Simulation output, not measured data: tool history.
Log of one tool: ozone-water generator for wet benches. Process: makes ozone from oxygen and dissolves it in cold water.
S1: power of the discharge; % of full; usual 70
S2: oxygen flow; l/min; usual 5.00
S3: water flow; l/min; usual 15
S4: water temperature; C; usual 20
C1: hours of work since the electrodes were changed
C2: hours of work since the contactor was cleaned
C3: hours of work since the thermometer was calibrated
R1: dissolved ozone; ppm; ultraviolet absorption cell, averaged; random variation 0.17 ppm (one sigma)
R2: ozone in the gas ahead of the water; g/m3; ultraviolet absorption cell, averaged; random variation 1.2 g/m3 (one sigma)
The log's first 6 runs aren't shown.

{"run": 7, "day": 8.462, "S1": 70, "S2": 8.83, "S3": 15, "S4": 28, "C1": 466, "C2": 1767, "C3": 3198, "R1": 18.8, "R2": 166.8}
{"run": 8, "day": 9.742, "S1": 45, "S2": 5.0, "S3": 15, "S4": 20, "C1": 486, "C2": 1786, "C3": 3218, "R1": 17.0, "R2": 158.0}
{"run": 9, "day": 11.421, "S1": 45, "S2": 5.0, "S3": 15, "S4": 20, "C1": 511, "C2": 1811, "C3": 3243, "R1": 16.9, "R2": 157.7}
{"run": 10, "day": 12.867, "S1": 45, "S2": 5.0, "S3": 15, "S4": 20, "C1": 533, "C2": 1833, "C3": 3265, "R1": 17.0, "R2": 160.5}
{"run": 11, "day": 13.733, "S1": 45, "S2": 5.0, "S3": 15, "S4": 20, "C1": 546, "C2": 1846, "C3": 3278, "R1": 17.0, "R2": 158.3}
{"run": 12, "day": 15.171, "S1": 70, "S2": 5.0, "S3": 15, "S4": 20, "C1": 568, "C2": 1868, "C3": 3300, "R1": 23.1, "R2": 215.1}
{"run": 13, "day": 16.842, "S1": 70, "S2": 5.0, "S3": 15, "S4": 20, "C1": 593, "C2": 1894, "C3": 3325, "R1": 23.0, "R2": 214.9}
{"run": 14, "day": 18.608, "S1": 70, "S2": 5.0, "S3": 20, "S4": 20, "C1": 620, "C2": 1920, "C3": 3352, "R1": 18.8, "R2": 215.7}
{"run": 15, "day": 19.454, "S1": 70, "S2": 5.0, "S3": 20, "S4": 20, "C1": 633, "C2": 1933, "C3": 3365, "R1": 18.5, "R2": 217.4}
{"run": 16, "day": 21.071, "S1": 70, "S2": 5.0, "S3": 20, "S4": 20, "C1": 658, "C2": 1958, "C3": 3389, "R1": 18.5, "R2": 216.1}
{"run": 17, "day": 22.021, "S1": 40, "S2": 5.0, "S3": 15, "S4": 21, "C1": 672, "C2": 1972, "C3": 3404, "R1": 15.4, "R2": 145.5}
{"run": 18, "day": 22.888, "S1": 84, "S2": 5.0, "S3": 9, "S4": 18, "C1": 685, "C2": 1985, "C3": 3417, "R1": 37.2, "R2": 243.1}
{"run": 19, "day": 23.888, "S1": 84, "S2": 5.0, "S3": 9, "S4": 18, "C1": 700, "C2": 2001, "C3": 3432, "R1": 37.3, "R2": 242.9}
{"run": 20, "day": 25.762, "S1": 49, "S2": 5.58, "S3": 12, "S4": 18, "C1": 729, "C2": 2029, "C3": 3460, "R1": 21.9, "R2": 160.1}
{"run": 21, "day": 26.95, "S1": 81, "S2": 5.58, "S3": 17, "S4": 18, "C1": 747, "C2": 2047, "C3": 3478, "R1": 23.9, "R2": 228.6}
{"run": 22, "day": 28.108, "S1": 55, "S2": 5.33, "S3": 22, "S4": 15, "C1": 764, "C2": 2064, "C3": 3496, "R1": 15.7, "R2": 177.1}

The next listed run, before its measurement:
{"run": 23, "day": 29.933, "S1": 48, "S2": 5.0, "S3": 15, "S4": 13, "C1": 792, "C2": 2092, "C3": 3524, "R1": "?", "R2": "?"}

R1: 19.8 ppm
R2: 165.1 g/m3
Without the tool's hidden state the same run would have given R1 19.8 ppm, R2 165.2 g/m3.

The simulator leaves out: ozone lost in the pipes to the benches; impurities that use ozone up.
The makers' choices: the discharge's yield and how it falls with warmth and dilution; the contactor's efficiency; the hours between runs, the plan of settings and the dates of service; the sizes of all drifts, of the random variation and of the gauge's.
